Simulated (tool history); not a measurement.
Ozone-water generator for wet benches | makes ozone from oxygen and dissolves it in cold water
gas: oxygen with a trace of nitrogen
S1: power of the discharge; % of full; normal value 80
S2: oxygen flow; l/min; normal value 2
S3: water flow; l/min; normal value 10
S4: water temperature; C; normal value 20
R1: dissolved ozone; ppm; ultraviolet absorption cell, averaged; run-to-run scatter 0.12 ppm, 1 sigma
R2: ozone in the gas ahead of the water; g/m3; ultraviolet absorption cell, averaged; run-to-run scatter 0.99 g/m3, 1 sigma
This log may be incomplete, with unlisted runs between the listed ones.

run,hour,S1,S2,S3,S4,R1,R2
1,0,80,2,10,20,10.8,163.8
2,72.8,80,2,10,20,10.6,163.8
3,128.1,80,2,10,20,10.7,162.6
4,182.5,80,2,7,20,14.4,161.5
5,225.6,80,2,10,20,10.8,161.8
6,259.9,80,2,10,20,10.6,162.4
7,300.7,46,2,10,20,7.6,116.9
8,361.6,46,2,10,20,7.5,117.3
9,393.5,46,2,10,20,7.7,116.8
10,428.8,80,2.53,10,20,10.7,142.3
11,493.9,80,2,10,23,10.1,161
12,560.7,80,2.95,10,20,10.6,132.2
13,602,80,2,10,20,10.5,160.6
14,650,80,1.67,10,20,10.5,175.6
15,721.9,50,2,10,28,7.1,120.6
16,771.4,46,1.65,7,20,10.1,128.1
17,827.4,46,1.65,7,20,10.2,128.2
18,881.9,71,1.65,7,25,12.2,166.4
19,943.1,71,1.65,7,25,12.1,166.5
20,988.4,71,1.65,7,25,12.3,165.7
21,1030.6,57,2.7,13,15,7.3,111.2
# hour 1095.4: water thermometer calibrated
22,1096.3,70,2.21,8,21,11.4,138.9
23,1168.5,70,2.21,8,21,11.2,139.4
24,1226.9,99,2.27,10,27,10.7,169.9

Run 25 is up next; what results do you expect?
25,1294.9,99,2.27,10,27,?,?

{"run 25": {"R1": 10.6, "R2": 170.6}}
Minus the tool's unlogged condition, the same run would have read R1 12.1 ppm, R2 184.8 g/m3.
